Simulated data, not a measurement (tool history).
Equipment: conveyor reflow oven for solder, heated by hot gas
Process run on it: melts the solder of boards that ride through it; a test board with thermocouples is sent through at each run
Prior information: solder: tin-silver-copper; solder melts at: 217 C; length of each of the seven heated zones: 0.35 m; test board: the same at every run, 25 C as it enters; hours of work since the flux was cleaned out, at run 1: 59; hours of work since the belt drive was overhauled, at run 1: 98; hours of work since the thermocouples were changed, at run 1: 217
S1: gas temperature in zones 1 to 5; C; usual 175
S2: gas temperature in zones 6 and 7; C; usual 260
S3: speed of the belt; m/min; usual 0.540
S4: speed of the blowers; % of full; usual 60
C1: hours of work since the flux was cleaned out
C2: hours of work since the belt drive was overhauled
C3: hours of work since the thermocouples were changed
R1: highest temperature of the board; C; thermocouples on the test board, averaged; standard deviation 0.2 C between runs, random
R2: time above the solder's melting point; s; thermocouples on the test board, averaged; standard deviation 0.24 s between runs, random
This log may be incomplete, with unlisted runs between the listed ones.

{"run": 1, "hour": 0.0, "S1": 175, "S2": 260, "S3": 0.54, "S4": 60, "C1": 59, "C2": 98, "C3": 217, "R1": 248.2, "R2": 57.0}
{"run": 2, "hour": 48.9, "S1": 175, "S2": 260, "S3": 0.54, "S4": 60, "C1": 93, "C2": 132, "C3": 250, "R1": 248.4, "R2": 57.4}
{"run": 3, "hour": 130.7, "S1": 175, "S2": 260, "S3": 0.54, "S4": 60, "C1": 149, "C2": 188, "C3": 307, "R1": 248.5, "R2": 56.8}
{"hour": 155.2, "done": "flux residue cleaned out of gas plates and filters"}
{"run": 4, "hour": 172.8, "S1": 175, "S2": 260, "S3": 0.54, "S4": 84, "C1": 12, "C2": 214, "C3": 332, "R1": 251.5, "R2": 60.9}
{"run": 5, "hour": 236.1, "S1": 175, "S2": 260, "S3": 0.54, "S4": 84, "C1": 56, "C2": 258, "C3": 376, "R1": 252.0, "R2": 60.9}
{"run": 6, "hour": 308.6, "S1": 175, "S2": 260, "S3": 0.54, "S4": 73, "C1": 106, "C2": 308, "C3": 426, "R1": 250.6, "R2": 59.1}
{"run": 7, "hour": 349.6, "S1": 178, "S2": 260, "S3": 0.54, "S4": 73, "C1": 134, "C2": 336, "C3": 454, "R1": 250.9, "R2": 61.1}
{"hour": 390.3, "done": "flux residue cleaned out of gas plates and filters"}
{"run": 8, "hour": 421.7, "S1": 175, "S2": 251, "S3": 0.54, "S4": 60, "C1": 22, "C2": 382, "C3": 500, "R1": 241.5, "R2": 51.2}
{"run": 9, "hour": 499.6, "S1": 175, "S2": 251, "S3": 0.54, "S4": 60, "C1": 75, "C2": 436, "C3": 554, "R1": 241.0, "R2": 51.2}
{"run": 10, "hour": 544.2, "S1": 175, "S2": 260, "S3": 0.54, "S4": 60, "C1": 106, "C2": 467, "C3": 585, "R1": 248.9, "R2": 57.7}
{"hour": 625.6, "done": "flux residue cleaned out of gas plates and filters"}
{"run": 11, "hour": 638.1, "S1": 175, "S2": 260, "S3": 0.54, "S4": 60, "C1": 9, "C2": 528, "C3": 646, "R1": 249.6, "R2": 58.7}
{"run": 12, "hour": 713.6, "S1": 175, "S2": 272, "S3": 0.54, "S4": 60, "C1": 61, "C2": 580, "C3": 698, "R1": 260.7, "R2": 65.1}
{"run": 13, "hour": 754.6, "S1": 175, "S2": 260, "S3": 0.54, "S4": 62, "C1": 89, "C2": 608, "C3": 727, "R1": 249.8, "R2": 58.9}
{"run": 14, "hour": 822.3, "S1": 175, "S2": 253, "S3": 0.54, "S4": 60, "C1": 136, "C2": 655, "C3": 773, "R1": 243.1, "R2": 53.4}
{"hour": 862.1, "done": "flux residue cleaned out of gas plates and filters"}
{"run": 15, "hour": 907.5, "S1": 175, "S2": 253, "S3": 0.54, "S4": 60, "C1": 31, "C2": 710, "C3": 829, "R1": 243.6, "R2": 53.6}
{"run": 16, "hour": 971.7, "S1": 180, "S2": 253, "S3": 0.54, "S4": 52, "C1": 76, "C2": 755, "C3": 873, "R1": 243.1, "R2": 54.7}
{"run": 17, "hour": 1047.5, "S1": 180, "S2": 253, "S3": 0.448, "S4": 52, "C1": 128, "C2": 807, "C3": 925, "R1": 247.8, "R2": 72.7}
{"run": 18, "hour": 1090.7, "S1": 176, "S2": 258, "S3": 0.544, "S4": 62, "C1": 158, "C2": 837, "C3": 955, "R1": 248.4, "R2": 57.3}
{"hour": 1102.7, "done": "flux residue cleaned out of gas plates and filters"}
{"run": 19, "hour": 1171.7, "S1": 176, "S2": 258, "S3": 0.544, "S4": 62, "C1": 48, "C2": 889, "C3": 1007, "R1": 248.9, "R2": 57.9}
{"hour": 1220.2, "done": "thermocouples of zones 6 and 7 changed"}
{"run": 20, "hour": 1262.6, "S1": 183, "S2": 249, "S3": 0.54, "S4": 60, "C1": 109, "C2": 950, "C3": 29, "R1": 239.4, "R2": 53.7}
{"hour": 1342.6, "done": "flux residue cleaned out of gas plates and filters"}
{"run": 21, "hour": 1355.2, "S1": 166, "S2": 260, "S3": 0.54, "S4": 60, "C1": 9, "C2": 1011, "C3": 90, "R1": 247.8, "R2": 54.4}
{"run": 22, "hour": 1426.5, "S1": 169, "S2": 250, "S3": 0.454, "S4": 69, "C1": 58, "C2": 1060, "C3": 139, "R1": 243.6, "R2": 65.4}
{"hour": 1496.1, "done": "belt drive overhauled, speed set with a stopwatch"}
{"run": 23, "hour": 1511.3, "S1": 182, "S2": 267, "S3": 0.63, "S4": 57, "C1": 114, "C2": 10, "C3": 195, "R1": 250.8, "R2": 51.6}
{"run": 24, "hour": 1557.2, "S1": 182, "S2": 267, "S3": 0.565, "S4": 57, "C1": 145, "C2": 42, "C3": 226, "R1": 254.3, "R2": 60.8}
{"hour": 1584.5, "done": "flux residue cleaned out of gas plates and filters"}
{"run": 25, "hour": 1599.2, "S1": 182, "S2": 263, "S3": 0.648, "S4": 74, "C1": 10, "C2": 68, "C3": 252, "R1": 250.0, "R2": 50.2}
{"run": 26, "hour": 1653.8, "S1": 168, "S2": 260, "S3": 0.54, "S4": 70, "C1": 48, "C2": 105, "C3": 289, "R1": 249.2, "R2": 55.7}
{"run": 27, "hour": 1704.4, "S1": 175, "S2": 260, "S3": 0.492, "S4": 56, "C1": 83, "C2": 140, "C3": 324, "R1": 250.4, "R2": 65.4}
{"run": 28, "hour": 1794.1, "S1": 175, "S2": 260, "S3": 0.492, "S4": 56, "C1": 145, "C2": 202, "C3": 386, "R1": 250.7, "R2": 65.2}
{"hour": 1822.2, "done": "flux residue cleaned out of gas plates and filters"}
{"run": 29, "hour": 1890.0, "S1": 175, "S2": 260, "S3": 0.492, "S4": 56, "C1": 47, "C2": 265, "C3": 449, "R1": 251.2, "R2": 66.0}

What if the next run were any one of these 5? Each begins from the tool's condition after run 29:
{"run": "A", "hour": 1953.2, "S1": 165, "S2": 274, "S3": 0.54, "S4": 84, "C1": 90, "C2": 308, "C3": 492, "R1": "?", "R2": "?"}
{"run": "B", "hour": 1953.2, "S1": 173, "S2": 253, "S3": 0.492, "S4": 56, "C1": 90, "C2": 308, "C3": 492, "R1": "?", "R2": "?"}
{"run": "C", "hour": 1953.2, "S1": 180, "S2": 260, "S3": 0.483, "S4": 61, "C1": 90, "C2": 308, "C3": 492, "R1": "?", "R2": "?"}
{"run": "D", "hour": 1953.2, "S1": 175, "S2": 264, "S3": 0.492, "S4": 56, "C1": 90, "C2": 308, "C3": 492, "R1": "?", "R2": "?"}
{"run": "E", "hour": 1953.2, "S1": 175, "S2": 260, "S3": 0.618, "S4": 52, "C1": 90, "C2": 308, "C3": 492, "R1": "?", "R2": "?"}

run=A R1=264.2 R2=64.5
run=B R1=244.0 R2=59.5
run=C R1=252.8 R2=71.1
run=D R1=254.8 R2=68.2
run=E R1=243.8 R2=44.6
Without the tool's unlogged condition, the same runs would have read:
run=A R1=263.3 R2=63.7
run=B R1=243.1 R2=58.3
run=C R1=251.8 R2=70.1
run=D R1=253.9 R2=67.2
run=E R1=242.9 R2=43.7
